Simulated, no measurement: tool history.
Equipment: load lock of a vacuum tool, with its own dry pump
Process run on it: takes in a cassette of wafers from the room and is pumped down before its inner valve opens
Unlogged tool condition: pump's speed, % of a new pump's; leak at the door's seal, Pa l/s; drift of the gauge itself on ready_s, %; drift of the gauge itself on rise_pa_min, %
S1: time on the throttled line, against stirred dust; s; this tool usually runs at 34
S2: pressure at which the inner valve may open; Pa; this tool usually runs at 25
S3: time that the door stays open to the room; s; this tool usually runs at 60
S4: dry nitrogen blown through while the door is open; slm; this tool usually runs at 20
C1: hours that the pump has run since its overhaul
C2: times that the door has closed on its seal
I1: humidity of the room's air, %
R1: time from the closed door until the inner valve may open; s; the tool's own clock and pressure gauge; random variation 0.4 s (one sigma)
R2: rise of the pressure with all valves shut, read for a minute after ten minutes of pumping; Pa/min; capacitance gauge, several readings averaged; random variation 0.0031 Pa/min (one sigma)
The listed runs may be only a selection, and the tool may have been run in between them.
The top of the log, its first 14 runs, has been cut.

run 15 hour=1489.3 | S1=34 S2=25 S3=60 S4=20 | C1=9348 C2=2374 | I1=47.8 | R1=44.9 R2=0.066
run 16 hour=1568.7 | S1=34 S2=25 S3=150 S4=20 | C1=9427 C2=2462 | I1=44.6 | R1=44.6 R2=0.106
run 17 hour=1652.7 | S1=34 S2=25 S3=150 S4=20 | C1=9511 C2=2554 | I1=42.4 | R1=45 R2=0.11
run 18 hour=1748.5 | S1=34 S2=25 S3=60 S4=20 | C1=9607 C2=2660 | I1=44.6 | R1=44.6 R2=0.06
run 19 hour=1868.9 | S1=34 S2=25 S3=60 S4=20 | C1=9727 C2=2793 | I1=41.1 | R1=44.7 R2=0.058
run 20 hour=1955.7 | S1=34 S2=49 S3=60 S4=27 | C1=9814 C2=2889 | I1=45.1 | R1=43.3 R2=0.06
run 21 hour=2049.7 | S1=28 S2=39 S3=234 S4=14 | C1=9908 C2=2992 | I1=46.1 | R1=38.5 R2=0.174
run 22 hour=2137.8 | S1=50 S2=23 S3=60 S4=20 | C1=9996 C2=3090 | I1=41.6 | R1=59.2 R2=0.061
run 23 hour=2258.7 | S1=50 S2=23 S3=60 S4=20 | C1=10117 C2=3223 | I1=47.2 | R1=58.7 R2=0.065
run 24 hour=2317 | S1=60 S2=23 S3=38 S4=4 | C1=10176 C2=3287 | I1=44.2 | R1=68.6 R2=0.078
run 25 hour=2428.4 | S1=60 S2=24 S3=38 S4=4 | C1=10287 C2=3410 | I1=46.1 | R1=68.4 R2=0.084
run 26 hour=2519.2 | S1=18 S2=45 S3=60 S4=20 | C1=10378 C2=3511 | I1=45 | R1=29 R2=0.067
run 27 hour=2638.2 | S1=18 S2=32 S3=74 S4=19 | C1=10497 C2=3642 | I1=43.3 | R1=30 R2=0.065
run 28 hour=2732.7 | S1=18 S2=32 S3=74 S4=19 | C1=10591 C2=3746 | I1=43.2 | R1=30.1 R2=0.077
run 29 hour=2790.3 | S1=34 S2=49 S3=60 S4=18 | C1=10649 C2=3810 | I1=44.9 | R1=43.3 R2=0.067
run 30 hour=2863.3 | S1=34 S2=49 S3=60 S4=18 | C1=10722 C2=3890 | I1=47.3 | R1=43 R2=0.07
run 31 hour=2935.5 | S1=34 S2=31 S3=37 S4=29 | C1=10794 C2=3970 | I1=47.3 | R1=44.3 R2=0.045
run 32 hour=3051 | S1=34 S2=31 S3=37 S4=29 | C1=10910 C2=4098 | I1=45.5 | R1=44.9 R2=0.045
run 33 hour=3147.1 | S1=34 S2=31 S3=37 S4=29 | C1=11006 C2=4204 | I1=43.3 | R1=45 R2=0.04
run 34 hour=3208.6 | S1=22 S2=41 S3=159 S4=4 | C1=11067 C2=4272 | I1=45.4 | R1=32.5 R2=0.178
run 35 hour=3294.7 | S1=22 S2=41 S3=159 S4=4 | C1=11153 C2=4367 | I1=43.2 | R1=32.9 R2=0.171
run 36 hour=3409 | S1=22 S2=32 S3=138 S4=4 | C1=11268 C2=4493 | I1=49.7 | R1=33.6 R2=0.182
run 37 hour=3527 | S1=22 S2=32 S3=138 S4=4 | C1=11386 C2=4623 | I1=45.4 | R1=33.7 R2=0.165
run 38 hour=3627.2 | S1=18 S2=40 S3=55 S4=20 | C1=11486 C2=4734 | I1=42.4 | R1=29.4 R2=0.055

Forecast each of these 3 alternatives for the next run:
run A hour=3710.2 | S1=18 S2=40 S3=55 S4=4 | C1=11569 C2=4825 | I1=46.4 | R1=? R2=?
run B hour=3710.2 | S1=25 S2=24 S3=143 S4=20 | C1=11569 C2=4825 | I1=43.2 | R1=? R2=?
run C hour=3710.2 | S1=18 S2=42 S3=55 S4=11 | C1=11569 C2=4825 | I1=45 | R1=? R2=?

run=A R1=29.1 R2=0.095
run=B R1=35.8 R2=0.104
run=C R1=29.3 R2=0.07
Stripped of hidden state, with their random variation kept, the same runs would have yielded:
run=A R1=29.1 R2=0.095
run=B R1=35.8 R2=0.104
run=C R1=29.3 R2=0.07

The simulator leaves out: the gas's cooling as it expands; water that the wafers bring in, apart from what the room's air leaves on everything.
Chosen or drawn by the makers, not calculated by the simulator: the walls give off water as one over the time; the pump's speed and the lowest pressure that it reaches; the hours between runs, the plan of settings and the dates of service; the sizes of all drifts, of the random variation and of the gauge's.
